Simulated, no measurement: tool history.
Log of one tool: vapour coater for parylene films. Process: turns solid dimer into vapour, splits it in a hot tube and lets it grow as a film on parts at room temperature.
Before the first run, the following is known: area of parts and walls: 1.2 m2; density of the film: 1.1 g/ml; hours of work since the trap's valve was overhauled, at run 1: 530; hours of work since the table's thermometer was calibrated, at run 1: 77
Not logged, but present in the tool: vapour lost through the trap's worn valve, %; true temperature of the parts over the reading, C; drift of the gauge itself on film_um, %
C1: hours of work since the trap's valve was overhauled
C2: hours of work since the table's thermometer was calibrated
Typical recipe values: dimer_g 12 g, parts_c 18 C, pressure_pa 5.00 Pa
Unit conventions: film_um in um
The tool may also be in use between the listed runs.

{"run": 1, "day": 0.0, "dimer_g": 12, "parts_c": 18, "pressure_pa": 5.0, "C1": 530, "C2": 77, "film_um": 6.34}
{"run": 2, "day": 0.696, "dimer_g": 12, "parts_c": 18, "pressure_pa": 5.0, "C1": 543, "C2": 90, "film_um": 6.34}
{"run": 3, "day": 1.35, "dimer_g": 12, "parts_c": 15, "pressure_pa": 5.0, "C1": 555, "C2": 102, "film_um": 7.17}
{"run": 4, "day": 2.008, "dimer_g": 12, "parts_c": 15, "pressure_pa": 5.0, "C1": 567, "C2": 114, "film_um": 7.23}
{"run": 5, "day": 2.346, "dimer_g": 12, "parts_c": 15, "pressure_pa": 5.0, "C1": 573, "C2": 120, "film_um": 7.2}
{"run": 6, "day": 2.783, "dimer_g": 12, "parts_c": 13, "pressure_pa": 5.0, "C1": 581, "C2": 128, "film_um": 7.78}
{"run": 7, "day": 3.188, "dimer_g": 12, "parts_c": 13, "pressure_pa": 5.0, "C1": 588, "C2": 136, "film_um": 7.8}
{"run": 8, "day": 3.496, "dimer_g": 16, "parts_c": 25, "pressure_pa": 5.0, "C1": 594, "C2": 142, "film_um": 6.35}
{"run": 9, "day": 3.875, "dimer_g": 12, "parts_c": 10, "pressure_pa": 5.0, "C1": 601, "C2": 149, "film_um": 8.5}
{"run": 10, "day": 4.558, "dimer_g": 12, "parts_c": 12, "pressure_pa": 3.19, "C1": 614, "C2": 161, "film_um": 8.47}
{"run": 11, "day": 5.129, "dimer_g": 9, "parts_c": 27, "pressure_pa": 3.19, "C1": 624, "C2": 172, "film_um": 3.53}
{"run": 12, "day": 5.738, "dimer_g": 12, "parts_c": 25, "pressure_pa": 2.47, "C1": 635, "C2": 183, "film_um": 5.33}
{"run": 13, "day": 6.075, "dimer_g": 12, "parts_c": 19, "pressure_pa": 2.47, "C1": 642, "C2": 189, "film_um": 6.78}
{"run": 14, "day": 6.654, "dimer_g": 12, "parts_c": 19, "pressure_pa": 2.47, "C1": 652, "C2": 200, "film_um": 6.8}

3 ways to go on from here, each from the tool as it stands after run 14. What would each give?
{"run": "A", "day": 7.042, "dimer_g": 12, "parts_c": 29, "pressure_pa": 5.61, "C1": 659, "C2": 207, "film_um": "?"}
{"run": "B", "day": 7.042, "dimer_g": 13, "parts_c": 19, "pressure_pa": 9.63, "C1": 659, "C2": 207, "film_um": "?"}
{"run": "C", "day": 7.042, "dimer_g": 7, "parts_c": 13, "pressure_pa": 5.0, "C1": 659, "C2": 207, "film_um": "?"}

run=A film_um=3.97
run=B film_um=5.95
run=C film_um=4.54
Stripped of hidden state, with their random variation kept, the same runs would have yielded:
run=A film_um=4.14
run=B film_um=6.22
run=C film_um=4.75
